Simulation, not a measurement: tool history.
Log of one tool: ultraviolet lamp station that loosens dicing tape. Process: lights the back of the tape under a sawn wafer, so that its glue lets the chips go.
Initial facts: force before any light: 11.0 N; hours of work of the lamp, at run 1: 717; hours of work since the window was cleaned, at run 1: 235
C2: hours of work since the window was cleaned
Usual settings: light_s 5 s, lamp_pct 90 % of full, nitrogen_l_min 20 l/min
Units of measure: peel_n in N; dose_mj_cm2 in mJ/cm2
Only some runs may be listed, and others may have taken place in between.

run 1 hour=0.0 | light_s=5 lamp_pct=90 nitrogen_l_min=20 | hours_of_work_of_the_lamp=717 C2=235 | peel_n=1.011 dose_mj_cm2=278
run 2 hour=34.5 | light_s=5 lamp_pct=90 nitrogen_l_min=24 | hours_of_work_of_the_lamp=744 C2=261 | peel_n=0.981 dose_mj_cm2=266
run 3 hour=51.4 | light_s=5 lamp_pct=82 nitrogen_l_min=24 | hours_of_work_of_the_lamp=757 C2=274 | peel_n=1.242 dose_mj_cm2=240
run 4 hour=67.3 | light_s=5 lamp_pct=82 nitrogen_l_min=24 | hours_of_work_of_the_lamp=769 C2=286 | peel_n=1.282 dose_mj_cm2=243
run 5 hour=105.7 | light_s=5 lamp_pct=82 nitrogen_l_min=24 | hours_of_work_of_the_lamp=798 C2=315 | peel_n=1.335 dose_mj_cm2=238
-- hour=131.8 window cleaned of glue's vapour
run 6 hour=135.4 | light_s=5 lamp_pct=82 nitrogen_l_min=24 | hours_of_work_of_the_lamp=820 C2=3 | peel_n=1.484 dose_mj_cm2=227
run 7 hour=161.2 | light_s=5 lamp_pct=82 nitrogen_l_min=24 | hours_of_work_of_the_lamp=840 C2=22 | peel_n=1.514 dose_mj_cm2=222
run 8 hour=182.9 | light_s=5 lamp_pct=90 nitrogen_l_min=8 | hours_of_work_of_the_lamp=856 C2=39 | peel_n=1.907 dose_mj_cm2=242
run 9 hour=213.2 | light_s=5 lamp_pct=90 nitrogen_l_min=8 | hours_of_work_of_the_lamp=879 C2=62 | peel_n=2.031 dose_mj_cm2=238
run 10 hour=232.3 | light_s=5 lamp_pct=85 nitrogen_l_min=20 | hours_of_work_of_the_lamp=894 C2=76 | peel_n=1.605 dose_mj_cm2=223
-- hour=247.4 window cleaned of glue's vapour, once more
run 11 hour=254.4 | light_s=2 lamp_pct=74 nitrogen_l_min=24 | hours_of_work_of_the_lamp=910 C2=5 | peel_n=4.775 dose_mj_cm2=92
run 12 hour=279.5 | light_s=2 lamp_pct=78 nitrogen_l_min=20 | hours_of_work_of_the_lamp=929 C2=24 | peel_n=4.739 dose_mj_cm2=98
run 13 hour=304.7 | light_s=2 lamp_pct=78 nitrogen_l_min=20 | hours_of_work_of_the_lamp=948 C2=44 | peel_n=4.611 dose_mj_cm2=95
run 14 hour=333.4 | light_s=2 lamp_pct=78 nitrogen_l_min=20 | hours_of_work_of_the_lamp=970 C2=65 | peel_n=4.698 dose_mj_cm2=97
run 15 hour=362.7 | light_s=7 lamp_pct=68 nitrogen_l_min=14 | hours_of_work_of_the_lamp=992 C2=88 | peel_n=1.082 dose_mj_cm2=287
run 16 hour=400.0 | light_s=5 lamp_pct=80 nitrogen_l_min=20 | hours_of_work_of_the_lamp=1021 C2=116 | peel_n=1.444 dose_mj_cm2=232
run 17 hour=430.0 | light_s=2 lamp_pct=90 nitrogen_l_min=40 | hours_of_work_of_the_lamp=1043 C2=139 | peel_n=3.937 dose_mj_cm2=103
run 18 hour=469.3 | light_s=6 lamp_pct=61 nitrogen_l_min=40 | hours_of_work_of_the_lamp=1073 C2=169 | peel_n=1.522 dose_mj_cm2=204
run 19 hour=500.2 | light_s=4 lamp_pct=91 nitrogen_l_min=23 | hours_of_work_of_the_lamp=1097 C2=192 | peel_n=1.809 dose_mj_cm2=196

4 options for the next run, each taken on its own from the tool as it stands now. Forecast them:
run A hour=533.5 | light_s=3 lamp_pct=63 nitrogen_l_min=11 | hours_of_work_of_the_lamp=1122 C2=217 | peel_n=? dose_mj_cm2=?
run B hour=533.5 | light_s=5 lamp_pct=91 nitrogen_l_min=36 | hours_of_work_of_the_lamp=1122 C2=217 | peel_n=? dose_mj_cm2=?
run C hour=533.5 | light_s=3 lamp_pct=61 nitrogen_l_min=7 | hours_of_work_of_the_lamp=1122 C2=217 | peel_n=? dose_mj_cm2=?
run D hour=533.5 | light_s=8 lamp_pct=96 nitrogen_l_min=6 | hours_of_work_of_the_lamp=1122 C2=217 | peel_n=? dose_mj_cm2=?

run=A peel_n=4.938 dose_mj_cm2=102
run=B peel_n=1.084 dose_mj_cm2=244
run=C peel_n=5.515 dose_mj_cm2=96
run=D peel_n=0.701 dose_mj_cm2=409
The same runs, with their run-to-run variation unchanged, on a tool lacking any hidden condition would have given:
run=A peel_n=3.140 dose_mj_cm2=161
run=B peel_n=0.320 dose_mj_cm2=386
run=C peel_n=3.703 dose_mj_cm2=152
run=D peel_n=0.185 dose_mj_cm2=648

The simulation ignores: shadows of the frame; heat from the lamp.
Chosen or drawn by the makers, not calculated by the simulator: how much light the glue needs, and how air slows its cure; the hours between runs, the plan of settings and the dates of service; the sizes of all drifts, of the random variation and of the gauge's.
